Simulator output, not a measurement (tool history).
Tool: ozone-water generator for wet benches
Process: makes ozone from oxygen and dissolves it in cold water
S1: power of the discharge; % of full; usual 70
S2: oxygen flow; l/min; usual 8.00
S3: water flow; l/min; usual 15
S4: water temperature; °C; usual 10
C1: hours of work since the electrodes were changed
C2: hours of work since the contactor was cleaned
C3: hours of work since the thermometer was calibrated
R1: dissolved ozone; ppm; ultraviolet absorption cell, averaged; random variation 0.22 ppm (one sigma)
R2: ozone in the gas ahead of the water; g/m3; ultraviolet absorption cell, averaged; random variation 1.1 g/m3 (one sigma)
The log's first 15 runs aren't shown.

run 16 hour=615.4 | S1=70 S2=8.00 S3=15 S4=8 | C1=1207 C2=5362 C3=3509 | R1=31.7 R2=185.9
run 17 hour=662.0 | S1=56 S2=14.15 S3=12 S4=15 | C1=1241 C2=5396 C3=3543 | R1=23.8 R2=116.5
run 18 hour=688.7 | S1=56 S2=14.15 S3=12 S4=15 | C1=1261 C2=5416 C3=3562 | R1=23.6 R2=118.1
run 19 hour=740.0 | S1=68 S2=5.35 S3=12 S4=15 | C1=1299 C2=5453 C3=3600 | R1=32.3 R2=218.1
run 20 hour=790.1 | S1=68 S2=5.35 S3=12 S4=15 | C1=1335 C2=5490 C3=3637 | R1=31.8 R2=219.8
run 21 hour=823.6 | S1=70 S2=8.00 S3=21 S4=6 | C1=1360 C2=5514 C3=3661 | R1=26.4 R2=184.8
run 22 hour=855.4 | S1=70 S2=8.00 S3=11 S4=10 | C1=1383 C2=5538 C3=3684 | R1=36.2 R2=182.7
run 23 hour=901.8 | S1=83 S2=4.15 S3=12 S4=6 | C1=1417 C2=5572 C3=3718 | R1=42.9 R2=284.8
run 24 hour=928.3 | S1=67 S2=4.15 S3=24 S4=6 | C1=1437 C2=5591 C3=3738 | R1=21.1 R2=244.6
run 25 hour=980.7 | S1=67 S2=10.27 S3=24 S4=8 | C1=1475 C2=5629 C3=3776 | R1=22.3 R2=155.2
run 26 hour=1009.0 | S1=67 S2=11.39 S3=24 S4=8 | C1=1496 C2=5650 C3=3797 | R1=22.6 R2=146.4
run 27 hour=1050.2 | S1=70 S2=11.70 S3=17 S4=15 | C1=1526 C2=5680 C3=3827 | R1=24.8 R2=149.8
run 28 hour=1083.6 | S1=70 S2=11.70 S3=17 S4=15 | C1=1550 C2=5705 C3=3852 | R1=24.8 R2=150.3
run 29 hour=1131.9 | S1=83 S2=11.70 S3=13 S4=15 | C1=1586 C2=5740 C3=3887 | R1=31.1 R2=170.0
run 30 hour=1176.3 | S1=42 S2=4.23 S3=24 S4=7 | C1=1618 C2=5773 C3=3919 | R1=14.9 R2=174.7
run 31 hour=1219.0 | S1=42 S2=4.23 S3=24 S4=7 | C1=1649 C2=5804 C3=3951 | R1=14.9 R2=174.9
run 32 hour=1247.1 | S1=45 S2=8.00 S3=15 S4=9 | C1=1670 C2=5825 C3=3971 | R1=22.9 R2=133.4

3 ways to go on from here, each from the tool as it stands after run 32. What would each give?
run A hour=1303.1 | S1=53 S2=8.00 S3=13 S4=9 | C1=1711 C2=5866 C3=4012 | R1=? R2=?
run B hour=1303.1 | S1=69 S2=8.00 S3=15 S4=9 | C1=1711 C2=5866 C3=4012 | R1=? R2=?
run C hour=1303.1 | S1=70 S2=5.55 S3=10 S4=5 | C1=1711 C2=5866 C3=4012 | R1=? R2=?

run=A R1=27.6 R2=149.5
run=B R1=30.4 R2=177.8
run=C R1=43.8 R2=220.1
Without the tool's hidden state the same runs would have given:
run=A R1=29.9 R2=153.7
run=B R1=33.1 R2=183.9
run=C R1=47.5 R2=227.7

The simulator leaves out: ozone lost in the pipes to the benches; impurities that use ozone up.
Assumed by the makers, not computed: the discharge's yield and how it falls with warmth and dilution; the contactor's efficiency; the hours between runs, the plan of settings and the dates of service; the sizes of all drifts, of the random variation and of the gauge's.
